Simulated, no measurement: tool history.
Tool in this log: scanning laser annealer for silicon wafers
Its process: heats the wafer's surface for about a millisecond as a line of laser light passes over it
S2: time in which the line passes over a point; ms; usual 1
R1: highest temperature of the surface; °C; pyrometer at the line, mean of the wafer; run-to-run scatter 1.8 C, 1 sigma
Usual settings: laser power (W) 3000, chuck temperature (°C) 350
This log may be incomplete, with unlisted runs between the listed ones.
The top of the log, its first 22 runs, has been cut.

Run 23, hour 459.7: usual settings but laser power (W) 2842, chuck temperature (°C) 369. Result: R1 1021 °C.
At hour 476: optics aligned, line set to its width.
Run 24, hour 488.6: usual settings but laser power (W) 2842, chuck temperature (°C) 369. Result: R1 1033 °C.
Run 25, hour 511: usual settings but laser power (W) 2811. Result: R1 1005 °C.
Run 26, hour 527.4: usual settings but laser power (W) 2815, S2 0.76 ms, chuck temperature (°C) 358. Result: R1 940 °C.
Run 27, hour 542.9: usual settings but laser power (W) 2815, S2 0.76 ms, chuck temperature (°C) 358. Result: R1 943 °C.
Run 28, hour 567.8: usual settings but laser power (W) 3116, S2 0.77 ms, chuck temperature (°C) 363. Result: R1 1025 °C.
Run 29, hour 592.8: usual settings but laser power (W) 3109, S2 0.88 ms, chuck temperature (°C) 321. Result: R1 1021 °C.
Run 30, hour 616: usual settings but laser power (W) 3264, S2 0.88 ms, chuck temperature (°C) 321. Result: R1 1061 °C.
Run 31, hour 634.3: usual settings but laser power (W) 3264, S2 0.88 ms, chuck temperature (°C) 321. Result: R1 1062 °C.
Run 32, hour 662.6: usual settings but laser power (W) 3264, S2 0.88 ms, chuck temperature (°C) 321. Result: R1 1059 °C.
Run 33, hour 674.7: usual settings but laser power (W) 3264, S2 0.88 ms, chuck temperature (°C) 321. Result: R1 1057 °C.
Run 34, hour 695.2: usual settings but laser power (W) 3157, S2 1.18 ms, chuck temperature (°C) 376. Result: R1 1182 °C.
Run 35, hour 716.5: usual settings but laser power (W) 3052, chuck temperature (°C) 342. Result: R1 1061 °C.
Run 36, hour 743.6: usual settings but laser power (W) 2887, chuck temperature (°C) 360. Result: R1 1033 °C.
Run 37, hour 768.6: usual settings but S2 0.85 ms, chuck temperature (°C) 371. Result: R1 1024 °C.
Run 38, hour 790.6: usual settings but S2 0.85 ms, chuck temperature (°C) 371. Result: R1 1025 °C.
Run 39, hour 815.6: usual settings but S2 0.85 ms, chuck temperature (°C) 371. Result: R1 1022 °C.

What if the next run were any one of these 4? Each begins from the tool's condition after run 39:
Run A, hour 828.3: usual settings but laser power (W) 3090, S2 0.85 ms, chuck temperature (°C) 369. Result: R1 ?.
Run B, hour 828.3: usual settings but laser power (W) 3093, S2 0.83 ms, chuck temperature (°C) 332. Result: R1 ?.
Run C, hour 828.3: usual settings but laser power (W) 2645, chuck temperature (°C) 321. Result: R1 ?.
Run D, hour 828.3: usual settings but S2 0.76 ms, chuck temperature (°C) 349. Result: R1 ?.

run    R1
  A  1048
  B  1003
  C   927
  D   974
What these runs would have given with no unlogged condition in the tool:
run    R1
  A  1067
  B  1022
  C   944
  D   991

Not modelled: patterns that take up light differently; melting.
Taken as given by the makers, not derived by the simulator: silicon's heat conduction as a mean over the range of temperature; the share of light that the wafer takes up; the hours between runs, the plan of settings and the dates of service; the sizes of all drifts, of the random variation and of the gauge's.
